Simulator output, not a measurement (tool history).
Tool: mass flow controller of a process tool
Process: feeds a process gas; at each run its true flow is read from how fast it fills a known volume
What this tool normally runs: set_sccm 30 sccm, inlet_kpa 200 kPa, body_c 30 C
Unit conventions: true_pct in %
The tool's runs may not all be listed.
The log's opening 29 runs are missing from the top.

| run | day | set_sccm | inlet_kpa | body_c | true_pct |
|---|---|---|---|---|---|
| 30 | 69.312 | 47 | 186 | 22 | 101.16 |
| 31 | 72.375 | 69 | 234 | 38 | 101.38 |
| 32 | 75.117 | 70 | 171 | 31 | 101.52 |
| 33 | 76.7 | 70 | 171 | 31 | 101.5 |
| 34 | 79.125 | 70 | 171 | 31 | 101.27 |
| 35 | 82.6 | 19 | 250 | 20 | 102.09 |
| 36 | 85.867 | 70 | 145 | 33 | 101.69 |
| 37 | 87.475 | 44 | 200 | 30 | 101.62 |
| 38 | 89.175 | 30 | 204 | 30 | 102.07 |
| 39 | 91.771 | 22 | 193 | 20 | 102.23 |
| 40 | 94.112 | 30 | 157 | 21 | 101.92 |
| 41 | 95.825 | 30 | 157 | 21 | 102.02 |
| 42 | 98.383 | 30 | 157 | 21 | 102.05 |
| 43 | 101.671 | 30 | 157 | 21 | 102.08 |
| 44 | 104.471 | 64 | 157 | 21 | 101.56 |
| 45 | 107.608 | 64 | 199 | 21 | 101.3 |
| 46 | 110.717 | 25 | 224 | 32 | 102.52 |
| 47 | 114.138 | 76 | 200 | 30 | 101.65 |

Alternative continuations, all from the tool just after run 47; predict every row:
| A | 116.954 | 26 | 182 | 29 | ? |
| B | 116.954 | 51 | 217 | 40 | ? |
| C | 116.954 | 43 | 200 | 27 | ? |
| D | 116.954 | 76 | 200 | 27 | ? |
| E | 116.954 | 76 | 241 | 30 | ? |

| run | true_pct |
|---|---|
| A | 102.73 |
| B | 101.91 |
| C | 101.86 |
| D | 101.5 |
| E | 101.36 |
Take away the tool's hidden state, keep each run's random variation, and the runs would have read:
| run | true_pct |
|---|---|
| A | 99.95 |
| B | 100.03 |
| C | 99.8 |
| D | 99.93 |
| E | 99.8 |
